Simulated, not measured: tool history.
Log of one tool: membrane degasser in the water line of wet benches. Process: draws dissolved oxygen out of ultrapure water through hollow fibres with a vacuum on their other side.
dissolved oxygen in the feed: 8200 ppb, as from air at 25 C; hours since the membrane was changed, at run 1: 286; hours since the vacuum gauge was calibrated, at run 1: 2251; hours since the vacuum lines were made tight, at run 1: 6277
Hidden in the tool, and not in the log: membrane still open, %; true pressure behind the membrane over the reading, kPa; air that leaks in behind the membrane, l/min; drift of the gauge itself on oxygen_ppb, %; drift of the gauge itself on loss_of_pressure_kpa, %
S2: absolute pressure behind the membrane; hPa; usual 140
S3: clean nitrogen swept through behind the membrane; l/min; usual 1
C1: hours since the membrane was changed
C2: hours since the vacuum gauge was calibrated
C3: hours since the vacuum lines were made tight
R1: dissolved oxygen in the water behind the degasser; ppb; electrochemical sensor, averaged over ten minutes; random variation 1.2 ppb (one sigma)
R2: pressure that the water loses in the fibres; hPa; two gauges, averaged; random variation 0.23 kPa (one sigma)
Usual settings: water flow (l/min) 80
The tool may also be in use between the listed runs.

{"run": 1, "hour": 0.0, "water flow (l/min)": 80, "S2": 140, "S3": 1, "C1": 286, "C2": 2251, "C3": 6277, "R1": 1320, "R2": 595}
{"run": 2, "hour": 59.3, "water flow (l/min)": 91, "S2": 140, "S3": 1, "C1": 345, "C2": 2311, "C3": 6336, "R1": 1441.2, "R2": 675.2}
{"run": 3, "hour": 128.2, "water flow (l/min)": 91, "S2": 237, "S3": 1, "C1": 414, "C2": 2380, "C3": 6405, "R1": 2402.7, "R2": 677.1}
{"run": 4, "hour": 185.6, "water flow (l/min)": 91, "S2": 237, "S3": 1, "C1": 472, "C2": 2437, "C3": 6462, "R1": 2407.7, "R2": 679.8}
{"run": 5, "hour": 251.4, "water flow (l/min)": 91, "S2": 237, "S3": 1, "C1": 537, "C2": 2503, "C3": 6528, "R1": 2405.3, "R2": 672.7}
{"run": 6, "hour": 283.2, "water flow (l/min)": 80, "S2": 140, "S3": 1, "C1": 569, "C2": 2535, "C3": 6560, "R1": 1316.6, "R2": 597}
{"run": 7, "hour": 350.6, "water flow (l/min)": 80, "S2": 140, "S3": 1, "C1": 637, "C2": 2602, "C3": 6627, "R1": 1319.6, "R2": 599.1}
{"run": 8, "hour": 411.2, "water flow (l/min)": 80, "S2": 140, "S3": 1, "C1": 697, "C2": 2663, "C3": 6688, "R1": 1319.5, "R2": 594.7}
{"run": 9, "hour": 448.4, "water flow (l/min)": 80, "S2": 140, "S3": 1, "C1": 734, "C2": 2700, "C3": 6725, "R1": 1318.7, "R2": 597.1}
{"run": 10, "hour": 476.8, "water flow (l/min)": 80, "S2": 140, "S3": 1, "C1": 763, "C2": 2728, "C3": 6754, "R1": 1320, "R2": 595.8}
{"run": 11, "hour": 525.3, "water flow (l/min)": 80, "S2": 140, "S3": 1, "C1": 811, "C2": 2777, "C3": 6802, "R1": 1319.5, "R2": 592.4}
{"run": 12, "hour": 564.8, "water flow (l/min)": 80, "S2": 140, "S3": 1, "C1": 851, "C2": 2816, "C3": 6842, "R1": 1318.7, "R2": 594.4}
{"run": 13, "hour": 629.3, "water flow (l/min)": 80, "S2": 140, "S3": 1, "C1": 915, "C2": 2881, "C3": 6906, "R1": 1319.1, "R2": 599.7}
{"run": 14, "hour": 697.0, "water flow (l/min)": 74, "S2": 140, "S3": 1, "C1": 983, "C2": 2948, "C3": 6974, "R1": 1249.2, "R2": 550.8}
{"run": 15, "hour": 731.9, "water flow (l/min)": 74, "S2": 140, "S3": 1, "C1": 1018, "C2": 2983, "C3": 7009, "R1": 1249.2, "R2": 550}
{"run": 16, "hour": 791.0, "water flow (l/min)": 80, "S2": 140, "S3": 0.65, "C1": 1077, "C2": 3042, "C3": 7068, "R1": 1678.1, "R2": 598.1}
{"run": 17, "hour": 843.8, "water flow (l/min)": 80, "S2": 140, "S3": 0.65, "C1": 1130, "C2": 3095, "C3": 7121, "R1": 1679.6, "R2": 595.6}
{"run": 18, "hour": 902.6, "water flow (l/min)": 80, "S2": 201, "S3": 2.12, "C1": 1189, "C2": 3154, "C3": 7179, "R1": 1182, "R2": 596.1}
{"run": 19, "hour": 957.3, "water flow (l/min)": 64, "S2": 201, "S3": 2.12, "C1": 1243, "C2": 3209, "C3": 7234, "R1": 982.4, "R2": 478.1}
{"run": 20, "hour": 1024.0, "water flow (l/min)": 64, "S2": 201, "S3": 2.12, "C1": 1310, "C2": 3275, "C3": 7301, "R1": 983.9, "R2": 476.2}
{"run": 21, "hour": 1059.4, "water flow (l/min)": 65, "S2": 196, "S3": 1.68, "C1": 1345, "C2": 3311, "C3": 7336, "R1": 1152.6, "R2": 482.1}
{"run": 22, "hour": 1087.8, "water flow (l/min)": 65, "S2": 196, "S3": 1.68, "C1": 1374, "C2": 3339, "C3": 7365, "R1": 1150.3, "R2": 486.2}
{"run": 23, "hour": 1120.4, "water flow (l/min)": 92, "S2": 209, "S3": 0.45, "C1": 1406, "C2": 3372, "C3": 7397, "R1": 3160.1, "R2": 683.9}
{"run": 24, "hour": 1160.9, "water flow (l/min)": 117, "S2": 140, "S3": 0.51, "C1": 1447, "C2": 3412, "C3": 7438, "R1": 2307.4, "R2": 868.4}
{"run": 25, "hour": 1208.8, "water flow (l/min)": 77, "S2": 85, "S3": 0.4, "C1": 1495, "C2": 3460, "C3": 7486, "R1": 1114.3, "R2": 571.7}
{"run": 26, "hour": 1247.7, "water flow (l/min)": 77, "S2": 85, "S3": 0.4, "C1": 1534, "C2": 3499, "C3": 7524, "R1": 1114.7, "R2": 574.4}
{"run": 27, "hour": 1306.3, "water flow (l/min)": 52, "S2": 94, "S3": 0.76, "C1": 1592, "C2": 3558, "C3": 7583, "R1": 704.3, "R2": 388}
{"run": 28, "hour": 1345.1, "water flow (l/min)": 50, "S2": 170, "S3": 2.83, "C1": 1631, "C2": 3597, "C3": 7622, "R1": 526, "R2": 373.7}
{"run": 29, "hour": 1378.0, "water flow (l/min)": 80, "S2": 276, "S3": 0.77, "C1": 1664, "C2": 3629, "C3": 7655, "R1": 2913.8, "R2": 597.5}
{"run": 30, "hour": 1432.7, "water flow (l/min)": 80, "S2": 256, "S3": 0.84, "C1": 1719, "C2": 3684, "C3": 7710, "R1": 2625.2, "R2": 593.5}
{"run": 31, "hour": 1470.3, "water flow (l/min)": 93, "S2": 118, "S3": 1, "C1": 1756, "C2": 3722, "C3": 7747, "R1": 1211.7, "R2": 696.6}
{"run": 32, "hour": 1518.7, "water flow (l/min)": 81, "S2": 125, "S3": 0.61, "C1": 1805, "C2": 3770, "C3": 7796, "R1": 1540, "R2": 602.6}

3 ways to go on from here, each from the tool as it stands after run 32. What would each give?
{"run": "A", "hour": 1585.4, "water flow (l/min)": 74, "S2": 140, "S3": 1, "C1": 1871, "C2": 3837, "C3": 7862, "R1": "?", "R2": "?"}
{"run": "B", "hour": 1585.4, "water flow (l/min)": 106, "S2": 161, "S3": 0.61, "C1": 1871, "C2": 3837, "C3": 7862, "R1": "?", "R2": "?"}
{"run": "C", "hour": 1585.4, "water flow (l/min)": 80, "S2": 195, "S3": 1, "C1": 1871, "C2": 3837, "C3": 7862, "R1": "?", "R2": "?"}

run=A R1=1250.6 R2=550.6
run=B R1=2341.3 R2=787.9
run=C R1=1857.2 R2=594.7
Without the tool's hidden state the same runs would have given:
run=A R1=1250.5 R2=550.5
run=B R1=2341.4 R2=787.8
run=C R1=1857.2 R2=594.7

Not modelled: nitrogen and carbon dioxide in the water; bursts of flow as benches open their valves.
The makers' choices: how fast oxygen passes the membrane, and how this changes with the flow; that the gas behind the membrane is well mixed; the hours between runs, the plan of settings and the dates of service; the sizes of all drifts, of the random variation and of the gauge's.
